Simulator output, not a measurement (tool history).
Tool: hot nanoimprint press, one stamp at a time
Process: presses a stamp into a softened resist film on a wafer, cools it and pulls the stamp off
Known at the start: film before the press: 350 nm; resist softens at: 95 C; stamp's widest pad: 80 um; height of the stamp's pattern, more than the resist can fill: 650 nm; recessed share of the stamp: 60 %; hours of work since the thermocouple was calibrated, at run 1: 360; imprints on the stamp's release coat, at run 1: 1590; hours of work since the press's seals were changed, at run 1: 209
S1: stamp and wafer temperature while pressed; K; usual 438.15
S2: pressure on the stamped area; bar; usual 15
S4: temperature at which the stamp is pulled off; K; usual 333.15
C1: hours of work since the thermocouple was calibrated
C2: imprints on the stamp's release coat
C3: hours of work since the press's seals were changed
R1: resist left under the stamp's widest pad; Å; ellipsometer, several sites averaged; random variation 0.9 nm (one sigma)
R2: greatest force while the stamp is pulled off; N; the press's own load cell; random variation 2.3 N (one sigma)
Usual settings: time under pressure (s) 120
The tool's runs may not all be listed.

run 1 hour=0 | S1=438.15 S2=15 time_under_pressure_(s)=120 S4=333.15 | C1=360 C2=1590 C3=209 | R1=1242 R2=100
-- hour=9.3 plate thermocouple calibrated
run 2 hour=12.3 | S1=438.15 S2=15 time_under_pressure_(s)=120 S4=333.15 | C1=2 C2=1631 C3=216 | R1=1245 R2=101
run 3 hour=23.6 | S1=438.15 S2=15 time_under_pressure_(s)=120 S4=333.15 | C1=10 C2=1681 C3=223 | R1=1233 R2=105
run 4 hour=31.5 | S1=438.15 S2=15 time_under_pressure_(s)=153 S4=333.15 | C1=15 C2=1715 C3=229 | R1=1137 R2=104
run 5 hour=46.1 | S1=438.15 S2=15 time_under_pressure_(s)=153 S4=333.15 | C1=26 C2=1779 C3=239 | R1=1137 R2=109
run 6 hour=56.5 | S1=438.15 S2=15 time_under_pressure_(s)=68 S4=333.15 | C1=33 C2=1825 C3=246 | R1=1520 R2=102
run 7 hour=63.1 | S1=438.15 S2=15 time_under_pressure_(s)=68 S4=333.15 | C1=38 C2=1854 C3=251 | R1=1502 R2=103
run 8 hour=71.3 | S1=438.15 S2=9 time_under_pressure_(s)=68 S4=333.15 | C1=43 C2=1890 C3=257 | R1=1981 R2=100
run 9 hour=83.6 | S1=438.15 S2=15 time_under_pressure_(s)=120 S4=333.15 | C1=52 C2=1944 C3=265 | R1=1238 R2=103
run 10 hour=94.3 | S1=438.15 S2=15 time_under_pressure_(s)=120 S4=333.15 | C1=59 C2=1990 C3=273 | R1=1235 R2=101
run 11 hour=103.2 | S1=438.15 S2=10.9 time_under_pressure_(s)=120 S4=333.15 | C1=65 C2=2030 C3=279 | R1=1490 R2=104
run 12 hour=111.2 | S1=438.15 S2=15 time_under_pressure_(s)=120 S4=333.15 | C1=71 C2=2065 C3=284 | R1=1237 R2=107
run 13 hour=122.5 | S1=438.15 S2=15 time_under_pressure_(s)=120 S4=333.15 | C1=79 C2=2114 C3=292 | R1=1255 R2=101
run 14 hour=134.8 | S1=438.15 S2=17.7 time_under_pressure_(s)=120 S4=333.15 | C1=87 C2=2168 C3=301 | R1=1122 R2=107
run 15 hour=149.3 | S1=438.15 S2=15 time_under_pressure_(s)=120 S4=329.15 | C1=98 C2=2232 C3=311 | R1=1246 R2=106
run 16 hour=163 | S1=438.15 S2=15 time_under_pressure_(s)=140 S4=319.15 | C1=107 C2=2292 C3=321 | R1=1169 R2=117
run 17 hour=171.5 | S1=438.15 S2=15 time_under_pressure_(s)=140 S4=319.15 | C1=113 C2=2329 C3=327 | R1=1172 R2=117
run 18 hour=178.7 | S1=438.15 S2=16.5 time_under_pressure_(s)=139 S4=327.15 | C1=118 C2=2361 C3=332 | R1=1124 R2=106
run 19 hour=190.3 | S1=428.15 S2=15 time_under_pressure_(s)=120 S4=333.15 | C1=126 C2=2412 C3=340 | R1=1935 R2=100
run 20 hour=199.2 | S1=445.15 S2=11.4 time_under_pressure_(s)=83 S4=333.15 | C1=132 C2=2450 C3=346 | R1=1226 R2=105
-- hour=216.6 stamp cleaned and given a new release coat
run 21 hour=217.2 | S1=439.15 S2=15 time_under_pressure_(s)=120 S4=337.15 | C1=141 C2=3 C3=354 | R1=1201 R2=96
run 22 hour=230.1 | S1=427.15 S2=15 time_under_pressure_(s)=120 S4=331.15 | C1=150 C2=60 C3=363 | R1=2018 R2=99
run 23 hour=243.9 | S1=438.15 S2=13.3 time_under_pressure_(s)=80 S4=333.15 | C1=159 C2=120 C3=373 | R1=1520 R2=101
run 24 hour=257.9 | S1=447.15 S2=16.9 time_under_pressure_(s)=92 S4=337.15 | C1=169 C2=181 C3=383 | R1=868 R2=98
run 25 hour=263.9 | S1=447.15 S2=19.8 time_under_pressure_(s)=92 S4=337.15 | C1=173 C2=208 C3=387 | R1=787 R2=98
run 26 hour=274.9 | S1=438.15 S2=15 time_under_pressure_(s)=120 S4=336.15 | C1=181 C2=256 C3=394 | R1=1247 R2=102
run 27 hour=285.6 | S1=438.15 S2=12.2 time_under_pressure_(s)=93 S4=336.15 | C1=188 C2=303 C3=402 | R1=1521 R2=104
run 28 hour=293.9 | S1=438.15 S2=12.2 time_under_pressure_(s)=93 S4=336.15 | C1=194 C2=339 C3=408 | R1=1512 R2=101
run 29 hour=306 | S1=438.15 S2=12.2 time_under_pressure_(s)=93 S4=336.15 | C1=203 C2=392 C3=416 | R1=1513 R2=101
run 30 hour=312.8 | S1=438.15 S2=12.2 time_under_pressure_(s)=93 S4=336.15 | C1=207 C2=422 C3=421 | R1=1538 R2=101

Forecast each of these 3 alternatives for the next run:
run A hour=319.8 | S1=438.15 S2=12.2 time_under_pressure_(s)=93 S4=326.15 | C1=212 C2=453 C3=426 | R1=? R2=?
run B hour=319.8 | S1=448.15 S2=15 time_under_pressure_(s)=117 S4=339.15 | C1=212 C2=453 C3=426 | R1=? R2=?
run C hour=319.8 | S1=444.15 S2=10.6 time_under_pressure_(s)=120 S4=333.15 | C1=212 C2=453 C3=426 | R1=? R2=?

run=A R1=1512 R2=106
run=B R1=809 R2=98
run=C R1=1177 R2=103
Without the tool's hidden state the same runs would have given:
run=A R1=1511 R2=105
run=B R1=808 R2=98
run=C R1=1176 R2=103
